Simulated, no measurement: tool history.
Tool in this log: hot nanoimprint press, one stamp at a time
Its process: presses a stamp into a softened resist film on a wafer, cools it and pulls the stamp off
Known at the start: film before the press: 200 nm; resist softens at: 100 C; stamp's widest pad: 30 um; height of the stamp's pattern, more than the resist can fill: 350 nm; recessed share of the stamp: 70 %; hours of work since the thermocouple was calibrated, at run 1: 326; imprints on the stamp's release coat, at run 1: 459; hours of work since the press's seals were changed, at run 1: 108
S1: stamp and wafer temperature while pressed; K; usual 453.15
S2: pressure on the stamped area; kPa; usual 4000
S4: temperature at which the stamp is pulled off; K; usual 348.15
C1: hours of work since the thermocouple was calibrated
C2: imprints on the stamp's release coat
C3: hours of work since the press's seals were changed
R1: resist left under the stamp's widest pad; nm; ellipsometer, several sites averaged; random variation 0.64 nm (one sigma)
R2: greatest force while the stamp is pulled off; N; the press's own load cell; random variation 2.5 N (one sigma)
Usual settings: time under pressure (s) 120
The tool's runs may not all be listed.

run 1 day=0.000 | S1=453.15 S2=4000 time_under_pressure_(s)=120 S4=348.15 | C1=326 C2=459 C3=108 | R1=113.1 R2=190
run 2 day=0.696 | S1=453.15 S2=4000 time_under_pressure_(s)=120 S4=348.15 | C1=336 C2=495 C3=118 | R1=112.4 R2=195
run 3 day=1.538 | S1=453.15 S2=4000 time_under_pressure_(s)=120 S4=348.15 | C1=348 C2=539 C3=130 | R1=111.1 R2=194
run 4 day=2.204 | S1=453.15 S2=4000 time_under_pressure_(s)=120 S4=348.15 | C1=357 C2=574 C3=139 | R1=112.5 R2=194
run 5 day=3.075 | S1=453.15 S2=3420 time_under_pressure_(s)=120 S4=348.15 | C1=369 C2=619 C3=151 | R1=119.3 R2=197
run 6 day=3.488 | S1=453.15 S2=3420 time_under_pressure_(s)=120 S4=348.15 | C1=375 C2=641 C3=157 | R1=120.7 R2=197
run 7 day=3.950 | S1=453.15 S2=3420 time_under_pressure_(s)=120 S4=348.15 | C1=382 C2=665 C3=163 | R1=119.7 R2=199
run 8 day=4.358 | S1=453.15 S2=3420 time_under_pressure_(s)=120 S4=345.15 | C1=387 C2=686 C3=169 | R1=119.6 R2=213
run 9 day=4.733 | S1=453.15 S2=3650 time_under_pressure_(s)=120 S4=342.15 | C1=393 C2=706 C3=174 | R1=116.7 R2=233
-- day=4.979 plate thermocouple calibrated
run 10 day=5.546 | S1=461.15 S2=4000 time_under_pressure_(s)=128 S4=348.15 | C1=8 C2=742 C3=184 | R1=89.6 R2=192
-- day=5.988 stamp cleaned and given a new release coat
run 11 day=6.667 | S1=461.15 S2=4000 time_under_pressure_(s)=128 S4=348.15 | C1=20 C2=35 C3=196 | R1=89.7 R2=182
run 12 day=7.379 | S1=453.15 S2=2820 time_under_pressure_(s)=97 S4=348.15 | C1=30 C2=72 C3=206 | R1=137.3 R2=180
-- day=7.825 plate thermocouple calibrated, once more
run 13 day=8.312 | S1=453.15 S2=4000 time_under_pressure_(s)=152 S4=348.15 | C1=7 C2=114 C3=217 | R1=108.8 R2=190
run 14 day=8.717 | S1=446.15 S2=2440 time_under_pressure_(s)=62 S4=354.15 | C1=13 C2=135 C3=223 | R1=175.3 R2=159

Below, each run's measurement less what the same run would have read without the hidden state. Both values contain the same run-to-run variation, but the gauge's scatter may not be the same in both:
The tool's hidden condition here consists of: true temperature over the reading, C; pressure that arrives at the usual setting, %; grip of the stamp's worn release coat, % over a new coat's; drift of the gauge itself on residual_nm, %; drift of the gauge itself on pull_off_n, %.
run=1 R1=-3.4 R2=+3
run=2 R1=-3.5 R2=+3
run=3 R1=-3.6 R2=+4
run=4 R1=-3.7 R2=+5
run=5 R1=-3.8 R2=+5
run=6 R1=-3.9 R2=+6
run=7 R1=-4.0 R2=+6
run=8 R1=-4.0 R2=+8
run=9 R1=-4.1 R2=+9
run=10 R1=-4.1 R2=+5
run=11 R1=-4.2 R2=-10
run=12 R1=-5.0 R2=-9
run=13 R1=-0.3 R2=+1
run=14 R1=-0.2 R2=+2
